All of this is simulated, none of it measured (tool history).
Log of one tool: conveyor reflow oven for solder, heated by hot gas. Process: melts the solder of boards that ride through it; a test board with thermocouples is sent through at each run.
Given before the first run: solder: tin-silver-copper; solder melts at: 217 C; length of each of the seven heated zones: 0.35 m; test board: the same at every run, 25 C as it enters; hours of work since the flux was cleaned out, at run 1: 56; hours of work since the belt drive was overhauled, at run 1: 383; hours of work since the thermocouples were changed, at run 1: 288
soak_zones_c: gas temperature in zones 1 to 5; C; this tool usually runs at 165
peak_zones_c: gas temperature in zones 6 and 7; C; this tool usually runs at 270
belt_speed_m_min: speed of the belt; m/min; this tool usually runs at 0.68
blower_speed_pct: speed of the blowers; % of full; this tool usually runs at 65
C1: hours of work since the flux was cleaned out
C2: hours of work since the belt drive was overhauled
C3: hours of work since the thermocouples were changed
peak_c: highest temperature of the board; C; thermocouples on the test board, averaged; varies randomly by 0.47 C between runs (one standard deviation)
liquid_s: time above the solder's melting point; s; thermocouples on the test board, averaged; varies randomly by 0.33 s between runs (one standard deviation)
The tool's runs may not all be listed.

run 1 hour=0 | soak_zones_c=165 peak_zones_c=270 belt_speed_m_min=0.68 blower_speed_pct=65 | C1=56 C2=383 C3=288 | peak_c=252 liquid_s=43.4
run 2 hour=41.3 | soak_zones_c=169 peak_zones_c=270 belt_speed_m_min=0.68 blower_speed_pct=65 | C1=74 C2=401 C3=306 | peak_c=251.6 liquid_s=44.1
run 3 hour=84.8 | soak_zones_c=169 peak_zones_c=270 belt_speed_m_min=0.68 blower_speed_pct=65 | C1=93 C2=419 C3=325 | peak_c=252.5 liquid_s=44.4
run 4 hour=123.9 | soak_zones_c=164 peak_zones_c=270 belt_speed_m_min=0.68 blower_speed_pct=65 | C1=110 C2=436 C3=342 | peak_c=251.2 liquid_s=42.9
run 5 hour=153.1 | soak_zones_c=164 peak_zones_c=270 belt_speed_m_min=0.68 blower_speed_pct=65 | C1=123 C2=449 C3=355 | peak_c=251.4 liquid_s=42.9
run 6 hour=193.9 | soak_zones_c=164 peak_zones_c=270 belt_speed_m_min=0.68 blower_speed_pct=65 | C1=140 C2=467 C3=373 | peak_c=250.6 liquid_s=42.4
run 7 hour=225.4 | soak_zones_c=164 peak_zones_c=270 belt_speed_m_min=0.68 blower_speed_pct=65 | C1=154 C2=481 C3=387 | peak_c=250.5 liquid_s=42.7
run 8 hour=255.8 | soak_zones_c=164 peak_zones_c=270 belt_speed_m_min=0.68 blower_speed_pct=65 | C1=167 C2=494 C3=400 | peak_c=250.2 liquid_s=42.6
run 9 hour=291.8 | soak_zones_c=165 peak_zones_c=270 belt_speed_m_min=0.68 blower_speed_pct=63 | C1=183 C2=510 C3=415 | peak_c=249.8 liquid_s=42.3
run 10 hour=315.9 | soak_zones_c=165 peak_zones_c=270 belt_speed_m_min=0.68 blower_speed_pct=63 | C1=193 C2=520 C3=426 | peak_c=250 liquid_s=42.8
run 11 hour=358.8 | soak_zones_c=165 peak_zones_c=270 belt_speed_m_min=0.68 blower_speed_pct=63 | C1=212 C2=539 C3=445 | peak_c=248.4 liquid_s=41.6
run 12 hour=400.3 | soak_zones_c=165 peak_zones_c=270 belt_speed_m_min=0.68 blower_speed_pct=63 | C1=230 C2=557 C3=463 | peak_c=249.3 liquid_s=41.9
run 13 hour=442.8 | soak_zones_c=165 peak_zones_c=270 belt_speed_m_min=0.68 blower_speed_pct=63 | C1=249 C2=575 C3=481 | peak_c=249 liquid_s=42.5
run 14 hour=481.8 | soak_zones_c=165 peak_zones_c=270 belt_speed_m_min=0.68 blower_speed_pct=65 | C1=266 C2=592 C3=498 | peak_c=250.1 liquid_s=42.1
run 15 hour=531.9 | soak_zones_c=165 peak_zones_c=270 belt_speed_m_min=0.68 blower_speed_pct=65 | C1=287 C2=614 C3=520 | peak_c=249.3 liquid_s=42.5
run 16 hour=589.7 | soak_zones_c=165 peak_zones_c=270 belt_speed_m_min=0.629 blower_speed_pct=65 | C1=312 C2=639 C3=545 | peak_c=251.1 liquid_s=48
run 17 hour=635.9 | soak_zones_c=165 peak_zones_c=270 belt_speed_m_min=0.629 blower_speed_pct=65 | C1=333 C2=659 C3=565 | peak_c=251.7 liquid_s=47.7
run 18 hour=672.9 | soak_zones_c=165 peak_zones_c=270 belt_speed_m_min=0.629 blower_speed_pct=65 | C1=349 C2=675 C3=581 | peak_c=251.7 liquid_s=47.6
run 19 hour=727.3 | soak_zones_c=179 peak_zones_c=259 belt_speed_m_min=0.629 blower_speed_pct=84 | C1=372 C2=699 C3=605 | peak_c=247.7 liquid_s=51
run 20 hour=770.5 | soak_zones_c=179 peak_zones_c=275 belt_speed_m_min=0.777 blower_speed_pct=84 | C1=391 C2=718 C3=624 | peak_c=256.5 liquid_s=43.9
-- hour=782.3 thermocouples of zones 6 and 7 changed
run 21 hour=808.1 | soak_zones_c=162 peak_zones_c=258 belt_speed_m_min=0.685 blower_speed_pct=52 | C1=407 C2=733 C3=11 | peak_c=234.8 liquid_s=27.8
run 22 hour=851.3 | soak_zones_c=165 peak_zones_c=270 belt_speed_m_min=0.626 blower_speed_pct=55 | C1=425 C2=752 C3=30 | peak_c=250.8 liquid_s=46.4
run 23 hour=895.2 | soak_zones_c=165 peak_zones_c=270 belt_speed_m_min=0.626 blower_speed_pct=55 | C1=444 C2=771 C3=49 | peak_c=250.9 liquid_s=46.1
run 24 hour=930.6 | soak_zones_c=166 peak_zones_c=285 belt_speed_m_min=0.762 blower_speed_pct=85 | C1=460 C2=787 C3=65 | peak_c=266.4 liquid_s=45.2
run 25 hour=960.4 | soak_zones_c=152 peak_zones_c=262 belt_speed_m_min=0.765 blower_speed_pct=89 | C1=473 C2=799 C3=77 | peak_c=243.9 liquid_s=32.1
-- hour=1003.1 flux residue cleaned out of gas plates and filters
run 26 hour=1007.6 | soak_zones_c=169 peak_zones_c=266 belt_speed_m_min=0.765 blower_speed_pct=89 | C1=2 C2=818 C3=96 | peak_c=252.4 liquid_s=40.5
run 27 hour=1043.5 | soak_zones_c=169 peak_zones_c=266 belt_speed_m_min=0.765 blower_speed_pct=89 | C1=18 C2=833 C3=111 | peak_c=252.8 liquid_s=40.5
run 28 hour=1085.5 | soak_zones_c=169 peak_zones_c=266 belt_speed_m_min=0.765 blower_speed_pct=89 | C1=36 C2=852 C3=130 | peak_c=251.9 liquid_s=40.8
run 29 hour=1130.5 | soak_zones_c=169 peak_zones_c=266 belt_speed_m_min=0.765 blower_speed_pct=89 | C1=55 C2=871 C3=149 | peak_c=252 liquid_s=40.6
run 30 hour=1186.2 | soak_zones_c=165 peak_zones_c=277 belt_speed_m_min=0.68 blower_speed_pct=58 | C1=80 C2=896 C3=174 | peak_c=255.5 liquid_s=45.7

How the hidden state differs across the entries between the runs, from the last listed run before each to the first after it:
Between runs 20 and 21: thermocouples of zones 6 and 7 changed (hour 782.3)
  heat that the gas passes to the board, % of a clean oven's: 92.7 -> 92.5; belt's true speed, % of the reading: 99.09 -> 99.07; true gas temperature in zones 6 and 7 over the reading, C: -2.26 -> 0.12
  measured result minus the result with no hidden state, peak_c: -3.7 -> -1 C; liquid_s: -1.3 -> -1.1 s
Between runs 25 and 26: flux residue cleaned out of gas plates and filters (hour 1003.1)
  heat that the gas passes to the board, % of a clean oven's: 91.4 -> 99.4; belt's true speed, % of the reading: 98.99 -> 98.97; true gas temperature in zones 6 and 7 over the reading, C: -0.1 -> -0.16
  measured result minus the result with no hidden state, peak_c: -2.4 -> -0.1 C; liquid_s: -1.8 -> +0.4 s

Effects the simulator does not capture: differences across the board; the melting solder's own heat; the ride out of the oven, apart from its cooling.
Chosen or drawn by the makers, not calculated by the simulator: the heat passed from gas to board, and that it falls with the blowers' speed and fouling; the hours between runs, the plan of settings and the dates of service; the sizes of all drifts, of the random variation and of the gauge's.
